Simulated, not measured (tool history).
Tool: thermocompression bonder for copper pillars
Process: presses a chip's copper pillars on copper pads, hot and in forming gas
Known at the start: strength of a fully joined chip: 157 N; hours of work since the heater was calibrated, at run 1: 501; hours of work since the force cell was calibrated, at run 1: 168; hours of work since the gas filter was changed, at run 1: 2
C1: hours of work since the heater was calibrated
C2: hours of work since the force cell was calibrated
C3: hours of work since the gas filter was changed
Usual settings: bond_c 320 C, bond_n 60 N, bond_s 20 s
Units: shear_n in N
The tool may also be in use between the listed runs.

Run 1, hour 0: usual settings; C1 501; C2 168; C3 2. Result: shear_n 94.6 N.
Run 2, hour 3.8: usual settings; C1 504; C2 171; C3 5. Result: shear_n 94 N.
Run 3, hour 12.9: usual settings but bond_s 32 s; C1 511; C2 178; C3 12. Result: shear_n 109.7 N.
Run 4, hour 18.7: usual settings; C1 516; C2 182; C3 17. Result: shear_n 94.7 N.
Run 5, hour 26.3: usual settings; C1 522; C2 189; C3 23. Result: shear_n 95.1 N.
Run 6, hour 30.8: usual settings but bond_c 332 C; C1 526; C2 192; C3 27. Result: shear_n 105.7 N.
Run 7, hour 35.4: usual settings but bond_c 322 C; C1 529; C2 196; C3 30. Result: shear_n 97.2 N.
Run 8, hour 39.8: usual settings but bond_c 322 C, bond_s 58 s; C1 533; C2 199; C3 34. Result: shear_n 128.4 N.
Run 9, hour 45: usual settings but bond_s 37 s; C1 537; C2 203; C3 38. Result: shear_n 113.4 N.
Run 10, hour 49.8: usual settings but bond_s 37 s; C1 541; C2 207; C3 42. Result: shear_n 111.5 N.
At hour 52.1: force cell calibrated.
Run 11, hour 59.3: usual settings but bond_s 37 s; C1 547; C2 6; C3 48. Result: shear_n 113.5 N.
Run 12, hour 65.7: usual settings but bond_s 37 s; C1 552; C2 11; C3 53. Result: shear_n 112.7 N.
Run 13, hour 74.3: usual settings but bond_s 37 s; C1 559; C2 18; C3 60. Result: shear_n 111.9 N.
Run 14, hour 83.1: usual settings but bond_s 37 s; C1 566; C2 25; C3 67. Result: shear_n 113.6 N.
Run 15, hour 89.5: usual settings but bond_c 306 C, bond_s 37 s; C1 571; C2 30; C3 72. Result: shear_n 98.5 N.
Run 16, hour 93.9: usual settings but bond_c 291 C, bond_n 43 N, bond_s 16 s; C1 575; C2 33; C3 76. Result: shear_n 46.9 N.
Run 17, hour 99: usual settings but bond_c 345 C, bond_n 43 N, bond_s 51 s; C1 579; C2 37; C3 80. Result: shear_n 113.8 N.
At hour 104.1: force cell calibrated, once more.
Run 18, hour 108.5: usual settings but bond_c 300 C, bond_n 66 N, bond_s 33 s; C1 585; C2 4; C3 86. Result: shear_n 100 N.
Run 19, hour 115.7: usual settings but bond_c 300 C, bond_n 66 N, bond_s 33 s; C1 591; C2 9; C3 92. Result: shear_n 100 N.

The same runs without the tool's hidden state, with the same run-to-run variation:
The hidden state here: true temperature of the bond over the reading, C; force that reaches the chip, % of what is set; oxide that the forming gas leaves, % of the face; drift of the gauge itself on shear_n, %.
run  shear_n
  1     96.5
  2     95.9
  3    111.7
  4     96.8
  5     97.3
  6      108
  7     99.6
  8    130.6
  9    115.9
 10      114
 11    116.5
 12    115.8
 13    115.1
 14      117
 15      102
 16     49.2
 17    117.2
 18    103.1
 19    103.2
